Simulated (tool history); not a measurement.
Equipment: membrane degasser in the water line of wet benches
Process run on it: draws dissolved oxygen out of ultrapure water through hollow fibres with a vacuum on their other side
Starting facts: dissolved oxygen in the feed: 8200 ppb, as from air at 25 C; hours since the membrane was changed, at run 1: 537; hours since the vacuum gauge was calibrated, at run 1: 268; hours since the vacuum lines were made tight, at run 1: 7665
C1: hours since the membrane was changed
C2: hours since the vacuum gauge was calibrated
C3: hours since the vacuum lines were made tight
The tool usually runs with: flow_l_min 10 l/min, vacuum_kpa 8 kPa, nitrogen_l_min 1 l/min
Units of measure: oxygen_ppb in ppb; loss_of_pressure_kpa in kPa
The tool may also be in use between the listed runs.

Run 1, hour 0: usual settings; C1 537; C2 268; C3 7665. Result: oxygen_ppb 116 ppb, loss_of_pressure_kpa 55.7 kPa.
Run 2, hour 73.9: usual settings but flow_l_min 8 l/min; C1 611; C2 342; C3 7738. Result: oxygen_ppb 92.8 ppb, loss_of_pressure_kpa 44.24 kPa.
Run 3, hour 160.4: usual settings but flow_l_min 8 l/min; C1 697; C2 429; C3 7825. Result: oxygen_ppb 92.1 ppb, loss_of_pressure_kpa 44.29 kPa.
Run 4, hour 221: usual settings but flow_l_min 8 l/min; C1 758; C2 489; C3 7886. Result: oxygen_ppb 92.6 ppb, loss_of_pressure_kpa 44.16 kPa.
Run 5, hour 325.3: usual settings; C1 862; C2 594; C3 7990. Result: oxygen_ppb 113.6 ppb, loss_of_pressure_kpa 55.38 kPa.
Run 6, hour 373.2: usual settings; C1 910; C2 642; C3 8038. Result: oxygen_ppb 114.8 ppb, loss_of_pressure_kpa 55.3 kPa.
Run 7, hour 429.5: usual settings but vacuum_kpa 5.24 kPa; C1 966; C2 698; C3 8094. Result: oxygen_ppb 50 ppb, loss_of_pressure_kpa 55.18 kPa.
Run 8, hour 494.7: usual settings but vacuum_kpa 5.24 kPa; C1 1031; C2 763; C3 8159. Result: oxygen_ppb 49.9 ppb, loss_of_pressure_kpa 55.13 kPa.
Run 9, hour 567: usual settings but vacuum_kpa 5.24 kPa; C1 1104; C2 835; C3 8231. Result: oxygen_ppb 50 ppb, loss_of_pressure_kpa 55.81 kPa.
Run 10, hour 673.2: usual settings but vacuum_kpa 8.03 kPa; C1 1210; C2 942; C3 8338. Result: oxygen_ppb 114.2 ppb, loss_of_pressure_kpa 55.15 kPa.
Run 11, hour 751.9: usual settings but vacuum_kpa 8.03 kPa; C1 1289; C2 1020; C3 8416. Result: oxygen_ppb 115.1 ppb, loss_of_pressure_kpa 55.4 kPa.
Run 12, hour 852.5: usual settings but vacuum_kpa 6.19 kPa; C1 1389; C2 1121; C3 8517. Result: oxygen_ppb 72.3 ppb, loss_of_pressure_kpa 55.25 kPa.
Run 13, hour 940.1: usual settings; C1 1477; C2 1208; C3 8605. Result: oxygen_ppb 112.9 ppb, loss_of_pressure_kpa 55.05 kPa.
Run 14, hour 993: usual settings but vacuum_kpa 7.95 kPa; C1 1530; C2 1261; C3 8658. Result: oxygen_ppb 111.2 ppb, loss_of_pressure_kpa 55.35 kPa.
Run 15, hour 1077.3: usual settings but vacuum_kpa 5.33 kPa; C1 1614; C2 1346; C3 8742. Result: oxygen_ppb 51.8 ppb, loss_of_pressure_kpa 55.67 kPa.
Run 16, hour 1125: usual settings but vacuum_kpa 5.33 kPa; C1 1662; C2 1393; C3 8789. Result: oxygen_ppb 51.7 ppb, loss_of_pressure_kpa 55.13 kPa.
Run 17, hour 1226.4: usual settings but vacuum_kpa 14.12 kPa, nitrogen_l_min 0.45 l/min; C1 1763; C2 1495; C3 8891. Result: oxygen_ppb 495.3 ppb, loss_of_pressure_kpa 55.02 kPa.
Run 18, hour 1305.4: usual settings but vacuum_kpa 14.12 kPa, nitrogen_l_min 0.45 l/min; C1 1842; C2 1574; C3 8970. Result: oxygen_ppb 498.7 ppb, loss_of_pressure_kpa 55.37 kPa.
Run 19, hour 1357.1: usual settings but flow_l_min 15 l/min, vacuum_kpa 5.49 kPa, nitrogen_l_min 1.34 l/min; C1 1894; C2 1625; C3 9022. Result: oxygen_ppb 70.1 ppb, loss_of_pressure_kpa 82.96 kPa.
Run 20, hour 1413.8: usual settings but flow_l_min 12 l/min, vacuum_kpa 8.54 kPa, nitrogen_l_min 2.49 l/min; C1 1951; C2 1682; C3 9078. Result: oxygen_ppb 66.1 ppb, loss_of_pressure_kpa 66.43 kPa.
Run 21, hour 1466.6: usual settings but vacuum_kpa 15.82 kPa; C1 2003; C2 1735; C3 9131. Result: oxygen_ppb 285.8 ppb, loss_of_pressure_kpa 55.48 kPa.
Run 22, hour 1573: usual settings but flow_l_min 11 l/min, vacuum_kpa 10 kPa, nitrogen_l_min 0.62 l/min; C1 2110; C2 1841; C3 9237. Result: oxygen_ppb 264.1 ppb, loss_of_pressure_kpa 61.05 kPa.
Run 23, hour 1675.9: usual settings but flow_l_min 11 l/min, vacuum_kpa 10 kPa, nitrogen_l_min 0.62 l/min; C1 2213; C2 1944; C3 9340. Result: oxygen_ppb 262.6 ppb, loss_of_pressure_kpa 61.13 kPa.
Run 24, hour 1761.7: usual settings but flow_l_min 14 l/min, vacuum_kpa 14.5 kPa; C1 2298; C2 2030; C3 9426. Result: oxygen_ppb 354.2 ppb, loss_of_pressure_kpa 77.18 kPa.
At hour 1812.8: gauge calibrated.
Run 25, hour 1822.5: usual settings but flow_l_min 9 l/min, vacuum_kpa 11.33 kPa; C1 2359; C2 2091; C3 9487. Result: oxygen_ppb 171.8 ppb, loss_of_pressure_kpa 49.95 kPa.
At hour 1907.4: seals of the vacuum lines changed.
Run 26, hour 1921.7: usual settings but flow_l_min 13 l/min, vacuum_kpa 10.62 kPa, nitrogen_l_min 0.84 l/min; C1 2456; C2 2188; C3 14. Result: oxygen_ppb 260.6 ppb, loss_of_pressure_kpa 71.95 kPa.
Run 27, hour 2013.8: usual settings but flow_l_min 14 l/min, vacuum_kpa 12.22 kPa, nitrogen_l_min 0.55 l/min; C1 2548; C2 2280; C3 106. Result: oxygen_ppb 485 ppb, loss_of_pressure_kpa 77.71 kPa.
Run 28, hour 2068.3: usual settings but flow_l_min 6 l/min, vacuum_kpa 6.95 kPa; C1 2603; C2 2335; C3 161. Result: oxygen_ppb 54.6 ppb, loss_of_pressure_kpa 33.29 kPa.
Run 29, hour 2118.7: usual settings but flow_l_min 11 l/min, vacuum_kpa 13.91 kPa; C1 2653; C2 2385; C3 211. Result: oxygen_ppb 273.1 ppb, loss_of_pressure_kpa 60.54 kPa.
Run 30, hour 2219.8: usual settings but flow_l_min 12 l/min, vacuum_kpa 10.82 kPa, nitrogen_l_min 0.57 l/min; C1 2755; C2 2486; C3 312. Result: oxygen_ppb 347.2 ppb, loss_of_pressure_kpa 66.66 kPa.
Run 31, hour 2300.3: usual settings but flow_l_min 11 l/min, vacuum_kpa 6.3 kPa, nitrogen_l_min 0.7 l/min; C1 2835; C2 2567; C3 393. Result: oxygen_ppb 113 ppb, loss_of_pressure_kpa 61.32 kPa.
Run 32, hour 2385.8: usual settings but vacuum_kpa 14.54 kPa, nitrogen_l_min 2.49 l/min; C1 2921; C2 2652; C3 478. Result: oxygen_ppb 113 ppb, loss_of_pressure_kpa 55.65 kPa.

Selected run-to-run steps in oxygen_ppb, each split into two signed amounts: the part the tool would show with no hidden state at all (from settings, incoming material and random variation), and the remainder, which goes to the hidden state together with any gauge scatter not common to the measured and the hidden-state-free results:
Unlogged tool condition in this case: membrane still open, %; true pressure behind the membrane over the reading, kPa; air that leaks in behind the membrane, l/min; drift of the gauge itself on oxygen_ppb, %; drift of the gauge itself on loss_of_pressure_kpa, %.
Run 16 -> 17: vacuum_kpa 5.33 -> 14.12, nitrogen_l_min 1 -> 0.45. oxygen_ppb +443.6 ppb: hidden state -7.9, all else +451.5.
Run 18 -> 19: flow_l_min 10 -> 15, vacuum_kpa 14.12 -> 5.49, nitrogen_l_min 0.45 -> 1.34. oxygen_ppb -428.6 ppb: hidden state +8, all else -436.6.
Run 24 -> 25: flow_l_min 14 -> 9, vacuum_kpa 14.5 -> 11.33, gauge calibrated. oxygen_ppb -182.4 ppb: hidden state +9.4, all else -191.8.
Run 27 -> 28: flow_l_min 14 -> 6, vacuum_kpa 12.22 -> 6.95, nitrogen_l_min 0.55 -> 1. oxygen_ppb -430.4 ppb: hidden state +1.1, all else -431.5.

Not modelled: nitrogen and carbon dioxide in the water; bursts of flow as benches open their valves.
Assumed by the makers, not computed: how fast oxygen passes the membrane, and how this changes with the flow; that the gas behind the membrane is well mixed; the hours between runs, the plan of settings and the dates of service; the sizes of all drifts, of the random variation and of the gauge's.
